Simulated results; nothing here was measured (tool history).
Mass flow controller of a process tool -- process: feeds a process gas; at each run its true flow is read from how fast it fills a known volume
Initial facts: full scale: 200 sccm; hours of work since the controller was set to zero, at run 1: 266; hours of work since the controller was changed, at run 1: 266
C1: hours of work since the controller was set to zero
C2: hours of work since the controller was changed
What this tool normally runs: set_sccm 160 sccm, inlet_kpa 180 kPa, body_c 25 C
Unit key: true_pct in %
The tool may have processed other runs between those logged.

Run 1, hour 0: usual settings; C1 266; C2 266. Result: true_pct 99.74 %.
Run 2, hour 147.5: usual settings; C1 319; C2 319. Result: true_pct 99.72 %.
Run 3, hour 310.2: usual settings; C1 377; C2 377. Result: true_pct 99.77 %.
Run 4, hour 459.1: usual settings but set_sccm 88 sccm; C1 431; C2 431. Result: true_pct 98.9 %.
Run 5, hour 572.7: usual settings but set_sccm 88 sccm; C1 472; C2 472. Result: true_pct 98.96 %.
Run 6, hour 742.6: usual settings but set_sccm 88 sccm; C1 533; C2 533. Result: true_pct 98.9 %.
Run 7, hour 852.4: usual settings but set_sccm 88 sccm; C1 572; C2 572. Result: true_pct 98.92 %.
Run 8, hour 1032: usual settings; C1 637; C2 637. Result: true_pct 99.59 %.
Run 9, hour 1142: usual settings but set_sccm 45 sccm; C1 676; C2 676. Result: true_pct 98.08 %.
Run 10, hour 1282.4: usual settings but body_c 36 C; C1 727; C2 727. Result: true_pct 99.02 %.
Run 11, hour 1364.6: usual settings but body_c 36 C; C1 757; C2 757. Result: true_pct 99.03 %.
Run 12, hour 1521.6: usual settings but body_c 36 C; C1 813; C2 813. Result: true_pct 99.14 %.
Run 13, hour 1630.7: usual settings but set_sccm 146 sccm; C1 852; C2 852. Result: true_pct 99.43 %.
Run 14, hour 1820.6: usual settings but set_sccm 146 sccm; C1 921; C2 921. Result: true_pct 99.44 %.
At hour 1834.6: controller's zero set anew.
Run 15, hour 1987.6: usual settings; C1 55; C2 980. Result: true_pct 99.58 %.
Run 16, hour 2077.6: usual settings but set_sccm 44 sccm, inlet_kpa 159 kPa, body_c 38 C; C1 87; C2 1013. Result: true_pct 97.42 %.

Predict the results of run 17:
Run 17, hour 2270.2: usual settings but body_c 35 C; C1 157; C2 1082. Result: true_pct ?.

{"run 17": {"true_pct": 98.85}}
With no hidden state in the tool, this same run would have given true_pct 99.2 %.

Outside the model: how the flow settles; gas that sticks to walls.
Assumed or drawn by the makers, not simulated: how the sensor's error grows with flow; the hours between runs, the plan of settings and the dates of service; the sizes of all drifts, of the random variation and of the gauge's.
